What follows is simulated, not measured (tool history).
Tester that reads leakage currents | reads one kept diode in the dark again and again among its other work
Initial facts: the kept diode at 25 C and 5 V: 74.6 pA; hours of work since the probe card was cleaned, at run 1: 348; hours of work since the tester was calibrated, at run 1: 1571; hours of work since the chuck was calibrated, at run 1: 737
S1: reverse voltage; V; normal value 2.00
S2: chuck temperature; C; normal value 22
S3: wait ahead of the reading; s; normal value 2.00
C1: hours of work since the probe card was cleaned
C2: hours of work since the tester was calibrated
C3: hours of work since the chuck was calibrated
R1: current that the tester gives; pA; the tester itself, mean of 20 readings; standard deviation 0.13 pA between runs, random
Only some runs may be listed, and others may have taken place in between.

run 1 day=0.000 | S1=2.00 S2=22 S3=2.00 | C1=348 C2=1571 C3=737 | R1=37.16
run 2 day=1.371 | S1=2.00 S2=22 S3=2.00 | C1=369 C2=1591 C3=758 | R1=37.08
run 3 day=2.679 | S1=2.00 S2=22 S3=2.00 | C1=388 C2=1611 C3=777 | R1=37.24
run 4 day=3.417 | S1=2.00 S2=56 S3=2.00 | C1=399 C2=1622 C3=788 | R1=448.18
run 5 day=4.733 | S1=2.00 S2=56 S3=2.00 | C1=419 C2=1642 C3=808 | R1=446.14
run 6 day=5.600 | S1=2.00 S2=56 S3=2.00 | C1=432 C2=1655 C3=821 | R1=443.72
run 7 day=6.717 | S1=2.00 S2=22 S3=2.00 | C1=449 C2=1672 C3=838 | R1=36.77
run 8 day=7.796 | S1=2.00 S2=22 S3=2.00 | C1=466 C2=1688 C3=855 | R1=36.85
run 9 day=9.042 | S1=2.00 S2=22 S3=8.76 | C1=484 C2=1707 C3=873 | R1=36.61
run 10 day=10.029 | S1=2.00 S2=22 S3=8.76 | C1=499 C2=1722 C3=888 | R1=36.41
run 11 day=11.012 | S1=2.00 S2=22 S3=8.76 | C1=514 C2=1737 C3=903 | R1=36.42
run 12 day=12.221 | S1=2.00 S2=52 S3=2.00 | C1=532 C2=1755 C3=921 | R1=336.35
run 13 day=12.917 | S1=2.00 S2=22 S3=2.00 | C1=543 C2=1766 C3=932 | R1=36.55
run 14 day=13.858 | S1=2.00 S2=22 S3=2.00 | C1=557 C2=1780 C3=946 | R1=36.66
run 15 day=14.825 | S1=2.85 S2=50 S3=1.43 | C1=572 C2=1794 C3=961 | R1=335.18
run 16 day=15.833 | S1=6.12 S2=50 S3=0.66 | C1=587 C2=1810 C3=976 | R1=454.00
run 17 day=16.533 | S1=16.63 S2=56 S3=3.77 | C1=597 C2=1820 C3=986 | R1=1002.06
run 18 day=17.879 | S1=9.64 S2=56 S3=1.90 | C1=618 C2=1840 C3=1007 | R1=802.61
run 19 day=18.867 | S1=9.64 S2=56 S3=1.90 | C1=633 C2=1855 C3=1022 | R1=804.36
-- day=19.058 probe card cleaned and baked
run 20 day=20.138 | S1=11.81 S2=36 S3=7.61 | C1=16 C2=1873 C3=1039 | R1=217.66
run 21 day=21.388 | S1=15.57 S2=41 S3=0.47 | C1=35 C2=1892 C3=1058 | R1=356.80
-- day=21.808 probe card cleaned and baked, once more
run 22 day=22.504 | S1=3.86 S2=51 S3=1.80 | C1=11 C2=1907 C3=1073 | R1=399.19
run 23 day=23.488 | S1=1.24 S2=23 S3=0.93 | C1=25 C2=1921 C3=1088 | R1=31.85
run 24 day=24.208 | S1=2.00 S2=25 S3=7.77 | C1=36 C2=1932 C3=1099 | R1=44.85
run 25 day=24.875 | S1=14.57 S2=28 S3=6.48 | C1=46 C2=1942 C3=1109 | R1=123.28
run 26 day=25.871 | S1=2.20 S2=21 S3=2.00 | C1=61 C2=1957 C3=1124 | R1=33.47
run 27 day=26.854 | S1=2.20 S2=21 S3=2.00 | C1=76 C2=1972 C3=1138 | R1=33.73

Pick out some run-to-run changes in R1. Of each, how much would a tool without hidden state show as well, from the settings, what came in and chance, and how much is left for the hidden state and any gauge scatter not in both results compared?
The tool's hidden condition here consists of: stray current of the dirty probe card, pA a volt; current scale over the true one, %; true chuck temperature over the reading, C; drift of the gauge itself on leakage_pa, %.
Run 16 -> 17: S1 6.12 -> 16.63, S2 50 -> 56, S3 0.66 -> 3.77. R1 +548.06 pA: hidden state -66.01, all else +614.07.
Run 19 -> 20: S1 9.64 -> 11.81, S2 56 -> 36, S3 1.90 -> 7.61, probe card cleaned and baked. R1 -586.70 pA: hidden state +77.83, all else -664.53.

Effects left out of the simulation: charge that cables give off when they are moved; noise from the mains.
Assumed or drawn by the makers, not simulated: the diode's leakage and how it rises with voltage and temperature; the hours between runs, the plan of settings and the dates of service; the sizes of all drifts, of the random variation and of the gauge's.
